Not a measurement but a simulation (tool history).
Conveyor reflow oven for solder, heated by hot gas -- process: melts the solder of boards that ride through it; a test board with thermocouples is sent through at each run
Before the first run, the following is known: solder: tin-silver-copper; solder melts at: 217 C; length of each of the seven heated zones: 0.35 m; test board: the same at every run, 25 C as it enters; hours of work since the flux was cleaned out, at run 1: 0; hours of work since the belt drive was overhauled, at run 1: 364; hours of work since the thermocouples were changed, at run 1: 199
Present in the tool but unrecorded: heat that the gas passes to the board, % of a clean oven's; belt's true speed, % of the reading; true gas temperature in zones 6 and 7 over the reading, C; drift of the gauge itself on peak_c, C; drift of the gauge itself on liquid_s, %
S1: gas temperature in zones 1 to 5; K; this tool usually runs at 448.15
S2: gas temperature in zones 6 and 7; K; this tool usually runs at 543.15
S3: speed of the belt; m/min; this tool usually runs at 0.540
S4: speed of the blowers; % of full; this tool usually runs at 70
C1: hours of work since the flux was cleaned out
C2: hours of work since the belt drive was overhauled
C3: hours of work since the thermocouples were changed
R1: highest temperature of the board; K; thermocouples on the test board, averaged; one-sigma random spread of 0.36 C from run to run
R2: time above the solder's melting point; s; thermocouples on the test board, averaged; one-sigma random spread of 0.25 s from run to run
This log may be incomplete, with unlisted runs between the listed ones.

Run 1, day 0.000: usual settings; C1 0; C2 364; C3 199. Result: R1 529.25 K, R2 61.3 s.
Run 2, day 3.362: usual settings; C1 61; C2 424; C3 260. Result: R1 529.15 K, R2 60.8 s.
Run 3, day 7.317: usual settings; C1 133; C2 496; C3 331. Result: R1 528.15 K, R2 60.7 s.
Run 4, day 10.454: usual settings but S4 88 % of full; C1 189; C2 553; C3 388. Result: R1 530.45 K, R2 63.1 s.
At day 12.442: flux residue cleaned out of gas plates and filters.
Run 5, day 13.750: usual settings but S3 0.517 m/min, S4 88 % of full; C1 24; C2 609; C3 444. Result: R1 531.65 K, R2 66.7 s.
Run 6, day 17.304: usual settings but S4 66 % of full; C1 88; C2 673; C3 509. Result: R1 528.25 K, R2 60.8 s.
Run 7, day 19.883: usual settings but S4 66 % of full; C1 135; C2 720; C3 555. Result: R1 527.65 K, R2 60.6 s.
Run 8, day 23.575: usual settings but S2 546.15 K, S4 66 % of full; C1 202; C2 787; C3 622. Result: R1 530.45 K, R2 62.1 s.
At day 24.971: flux residue cleaned out of gas plates and filters.
Run 9, day 27.262: usual settings; C1 42; C2 850; C3 685. Result: R1 529.35 K, R2 60.8 s.
Run 10, day 29.958: usual settings; C1 90; C2 899; C3 734. Result: R1 529.25 K, R2 61.2 s.
Run 11, day 33.967: usual settings; C1 163; C2 972; C3 807. Result: R1 528.25 K, R2 61.1 s.
Run 12, day 35.729: usual settings but S3 0.445 m/min; C1 195; C2 1004; C3 839. Result: R1 533.75 K, R2 79.7 s.
At day 37.458: flux residue cleaned out of gas plates and filters.
Run 13, day 39.221: usual settings but S1 460.15 K, S3 0.505 m/min, S4 64 % of full; C1 32; C2 1063; C3 898. Result: R1 531.05 K, R2 72.6 s.
Run 14, day 42.883: usual settings but S1 454.15 K, S2 532.15 K, S4 57 % of full; C1 98; C2 1129; C3 965. Result: R1 518.05 K, R2 55.7 s.
Run 15, day 45.783: usual settings but S1 454.15 K, S2 532.15 K, S4 57 % of full; C1 151; C2 1182; C3 1017. Result: R1 518.05 K, R2 55.0 s.
Run 16, day 48.654: usual settings but S1 439.15 K, S2 545.15 K; C1 203; C2 1234; C3 1069. Result: R1 528.85 K, R2 58.3 s.
At day 49.833: flux residue cleaned out of gas plates and filters.
Run 17, day 50.946: usual settings but S1 439.15 K, S2 545.15 K; C1 20; C2 1272; C3 1107. Result: R1 528.85 K, R2 58.2 s.
At day 54.429: thermocouples of zones 6 and 7 changed.
Run 18, day 54.538: usual settings but S4 71 % of full; C1 84; C2 1335; C3 2. Result: R1 529.65 K, R2 61.6 s.
Run 19, day 57.096: usual settings but S3 0.452 m/min; C1 130; C2 1382; C3 48. Result: R1 533.55 K, R2 78.1 s.
Run 20, day 60.479: usual settings but S2 542.15 K, S4 88 % of full; C1 191; C2 1443; C3 110. Result: R1 529.95 K, R2 62.8 s.
At day 62.571: flux residue cleaned out of gas plates and filters.
Run 21, day 64.617: usual settings but S2 553.15 K, S4 60 % of full; C1 37; C2 1514; C3 181. Result: R1 536.05 K, R2 65.8 s.

Predict each of these 4 candidate next runs independently; none follows another, all start after run 21:
Run A, day 67.075: usual settings but S2 550.15 K; C1 82; C2 1559; C3 225. Result: R1 ?, R2 ?.
Run B, day 67.075: usual settings but S3 0.463 m/min, S4 53 % of full; C1 82; C2 1559; C3 225. Result: R1 ?, R2 ?.
Run C, day 67.075: usual settings but S1 446.15 K, S2 550.15 K, S3 0.587 m/min, S4 60 % of full; C1 82; C2 1559; C3 225. Result: R1 ?, R2 ?.
Run D, day 67.075: usual settings but S1 443.15 K, S3 0.435 m/min; C1 82; C2 1559; C3 225. Result: R1 ?, R2 ?.

run      R1    R2
  A  534.75  65.0
  B  529.95  73.8
  C  529.95  55.5
  D  533.75  79.9
With the hidden condition removed and each run's random variation left untouched, the same runs would have given:
run      R1    R2
  A  534.75  64.8
  B  529.95  73.6
  C  529.95  55.3
  D  533.75  79.6
